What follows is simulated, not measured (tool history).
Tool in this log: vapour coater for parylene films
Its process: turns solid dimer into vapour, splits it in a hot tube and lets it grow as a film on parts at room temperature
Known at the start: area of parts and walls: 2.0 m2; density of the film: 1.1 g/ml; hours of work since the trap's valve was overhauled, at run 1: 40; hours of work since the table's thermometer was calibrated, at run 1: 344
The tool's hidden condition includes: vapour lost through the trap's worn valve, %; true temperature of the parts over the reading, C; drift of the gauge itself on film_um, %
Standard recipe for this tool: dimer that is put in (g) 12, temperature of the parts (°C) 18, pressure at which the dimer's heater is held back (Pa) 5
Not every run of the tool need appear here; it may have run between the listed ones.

run,hour,dimer that is put in (g),temperature of the parts (°C),pressure at which the dimer's heater is held back (Pa),hours of work since the trap's valve was overhauled,hours of work since the table's thermometer was calibrated,thickness of the film (um)
1,0,12,18,5,40,344,3.32
2,20.9,12,18,5,57,361,3.28
3,40.2,12,18,3.02,72,376,3.37
4,60.2,12,18,3.02,87,392,3.35
5,80,12,18,3.02,103,407,3.34
6,99.1,12,18,3.02,118,422,3.33
7,120.5,12,18,5,135,439,3.19
8,133.6,12,18,7.6,145,449,3.06
9,150.4,12,18,5,158,463,3.12
10,168,12,18,5,172,476,3.05
11,178.5,12,18,5,180,485,3.11
12,194.2,12,18,5,193,497,3.1
13,206.3,12,18,9.38,202,506,2.84
14,226.2,12,18,9.38,218,522,2.88
15,243.1,12,18,9.38,231,535,2.88
16,254.9,12,18,5,240,545,3.01
17,273.1,12,18,9.96,255,559,2.87
18,291.5,12,11,9.96,269,573,3.82
19,305.7,12,18,5,280,585,2.94
20,318.3,12,18,3.29,290,594,3.07
21,329.7,12,18,10.29,299,603,2.75
22,343.7,8,25,2.48,310,614,1.53
23,355,8,25,2.48,319,623,1.51
24,375.7,5,26,3.01,335,640,0.86
25,392.7,12,21,5,349,653,2.56
26,410.6,9,17,4.33,363,667,2.26
27,427.8,9,17,4.33,376,680,2.26
28,443.8,8,14,5,389,693,2.22
# hour 449.1: trap's valve overhauled
29,467,6,14,2.31,14,708,2.06
30,476.6,17,13,5,22,716,5.68
31,495.4,10,26,4.52,36,730,1.9
32,516.9,11,19,4.52,53,747,2.84
33,534,8,15,2.58,67,761,2.57
34,548.1,20,12,2.58,78,772,7.12
35,568.4,14,16,2,94,788,4.31
36,580.6,9,21,5,103,797,2.06
37,602.5,17,21,5,121,815,3.82
38,615.1,17,21,5,130,824,3.83
39,627.2,12,13,5,140,834,3.77
40,638.7,12,19,5,149,843,2.94
41,648.4,12,24,2.63,157,851,2.48
# hour 655.2: table's thermometer calibrated
42,668.1,6,17,11.66,171,10,1.59

Hidden state or all else? Some run-to-run changes of thickness of the film (um), split into what the settings, what came in and random variation would give without the hidden state, and what is left for the hidden state (with any gauge scatter that isn't in both results):
Run 24 -> 25: dimer that is put in (g) 5 -> 12, temperature of the parts (°C) 26 -> 21, pressure at which the dimer's heater is held back (Pa) 3.01 -> 5. thickness of the film (um) +1.7: hidden state -0.32, all else +2.02.
Run 28 -> 29: dimer that is put in (g) 8 -> 6, pressure at which the dimer's heater is held back (Pa) 5 -> 2.31, trap's valve overhauled. thickness of the film (um) -0.16: hidden state +0.35, all else -0.51.
Run 29 -> 30: dimer that is put in (g) 6 -> 17, temperature of the parts (°C) 14 -> 13, pressure at which the dimer's heater is held back (Pa) 2.31 -> 5. thickness of the film (um) +3.62: hidden state -0.24, all else +3.86.
Run 30 -> 31: dimer that is put in (g) 17 -> 10, temperature of the parts (°C) 13 -> 26, pressure at which the dimer's heater is held back (Pa) 5 -> 4.52. thickness of the film (um) -3.78: hidden state +0.22, all else -4.
Run 33 -> 34: dimer that is put in (g) 8 -> 20, temperature of the parts (°C) 15 -> 12. thickness of the film (um) +4.55: hidden state -0.41, all else +4.96.

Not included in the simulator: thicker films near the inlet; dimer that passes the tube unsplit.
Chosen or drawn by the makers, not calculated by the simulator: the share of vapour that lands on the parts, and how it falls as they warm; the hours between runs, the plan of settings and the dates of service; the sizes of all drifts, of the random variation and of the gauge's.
